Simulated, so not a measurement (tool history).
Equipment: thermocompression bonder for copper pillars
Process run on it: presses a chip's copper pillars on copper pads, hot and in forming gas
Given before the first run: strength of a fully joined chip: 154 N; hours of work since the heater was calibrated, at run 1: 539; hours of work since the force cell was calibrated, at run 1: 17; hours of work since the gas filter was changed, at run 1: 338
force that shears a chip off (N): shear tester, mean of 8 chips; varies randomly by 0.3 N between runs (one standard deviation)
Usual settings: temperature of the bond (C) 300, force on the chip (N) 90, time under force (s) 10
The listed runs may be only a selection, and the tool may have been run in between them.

run    hour  temperature of the bond (C)  force on the chip (N)  time under force (s)  hours of work since the heater was calibrated  hours of work since the force cell was calibrated  hours of work since the gas filter was changed  force that shears a chip off (N)
  1     0.0                          300                     90                    10                                            539                                                 17                                             338                              75.8
       16.0  -- forming gas filter changed
  2    25.5                          300                     90                    10                                            559                                                 36                                               7                              79.6
  3    49.5                          300                     90                    10                                            578                                                 55                                              26                              79.1
  4    75.8                          284                     90                    10                                            598                                                 76                                              47                              69.6
       92.6  -- heater calibrated with a thermocouple chip
  5   106.7                          284                     90                    10                                             11                                                 99                                              70                              71.8
  6   141.1                          284                     90                    10                                             38                                                126                                              97                              72.1
  7   157.8                          300                     90                     6                                             51                                                139                                             110                              67.5
  8   192.9                          300                    109                    10                                             79                                                166                                             138                              93.4
  9   231.0                          300                     90                     9                                            109                                                196                                             168                              77.6
 10   251.4                          300                     90                     9                                            125                                                212                                             184                              77.3
 11   268.1                          300                     90                     9                                            138                                                225                                             197                              76.2
 12   304.8                          300                     90                     9                                            167                                                254                                             226                              76.7
 13   327.3                          300                     90                     9                                            185                                                272                                             243                              76.4
 14   362.0                          300                     90                    10                                            212                                                299                                             271                              78.2
 15   384.1                          300                     90                    10                                            229                                                317                                             288                              78.6
 16   404.5                          300                     90                    15                                            245                                                333                                             304                              88.5
 17   423.3                          277                     90                    10                                            260                                                348                                             319                              64.5
 18   445.2                          277                     90                    10                                            277                                                365                                             336                              64.5
      462.6  -- forming gas filter changed
 19   466.1                          277                     90                    10                                            293                                                381                                               3                              67.4
 20   502.6                          277                     90                    10                                            322                                                410                                              31                              67.2
 21   526.3                          309                     95                     9                                            341                                                428                                              50                              87.3
 22   567.1                          300                     72                    10                                            373                                                460                                              82                              66.7
 23   596.4                          302                    101                    24                                            396                                                483                                             105                             112.9
 24   632.8                          302                    101                    24                                            425                                                512                                             134                             112.3
 25   668.5                          300                     90                    13                                            453                                                540                                             162                              85.9
 26   691.4                          300                     90                    13                                            471                                                558                                             180                              86.3
 27   719.0                          326                    102                     8                                            492                                                580                                             202                              95.4
 28   752.3                          326                    102                     8                                            519                                                606                                             228                              95.5
 29   771.5                          290                     54                    10                                            534                                                621                                             243                              45.0
 30   797.7                          328                     57                     9                                            554                                                642                                             264                              63.1
 31   833.0                          322                     57                     6                                            582                                                670                                             291                              51.5
      869.0  -- heater calibrated with a thermocouple chip
 32   869.0                          322                     57                     6                                              0                                                696                                             318                              52.8
 33   890.9                          291                     79                     5                                             17                                                714                                             335                              50.8
      909.3  -- forming gas filter changed
 34   914.1                          286                     64                    10                                             35                                                731                                               4                              55.4
 35   942.5                          294                     64                    10                                             57                                                754                                              26                              58.9
 36   976.8                          294                     86                    14                                             84                                                781                                              53                              85.2
 37  1002.1                          294                     86                    14                                            104                                                801                                              73                              85.2
 38  1024.6                          323                     72                     6                                            122                                                818                                              91                              67.4
 39  1044.8                          323                     72                     6                                            138                                                834                                             107                              67.3

Below, each run's measurement less what the same run would have read without the hidden state. Both values contain the same run-to-run variation, but the gauge's scatter may not be the same in both:
Hidden state present: true temperature of the bond over the reading, C; force that reaches the chip, % of what is set; oxide that the forming gas leaves, % of the face; drift of the gauge itself on shear_n, %.
run  force that shears a chip off (N)
  1                              -5.6
  2                              -2.1
  3                              -2.3
  4                              -2.6
  5                              +0.1
  6                              -0.3
  7                              -0.5
  8                              -1.3
  9                              -1.4
 10                              -1.6
 11                              -1.8
 12                              -2.3
 13                              -2.5
 14                              -3.0
 15                              -3.3
 16                              -4.0
 17                              -3.2
 18                              -3.5
 19                              +0.0
 20                              -0.4
 21                              -0.6
 22                              -1.0
 23                              -2.0
 24                              -2.5
 25                              -2.5
 26                              -2.8
 27                              -3.2
 28                              -3.6
 29                              -2.1
 30                              -2.8
 31                              -2.7
 32                              -1.1
 33                              -1.2
 34                              +1.4
 35                              +1.2
 36                              +0.9
 37                              +0.5
 38                              +0.5
 39                              +0.3
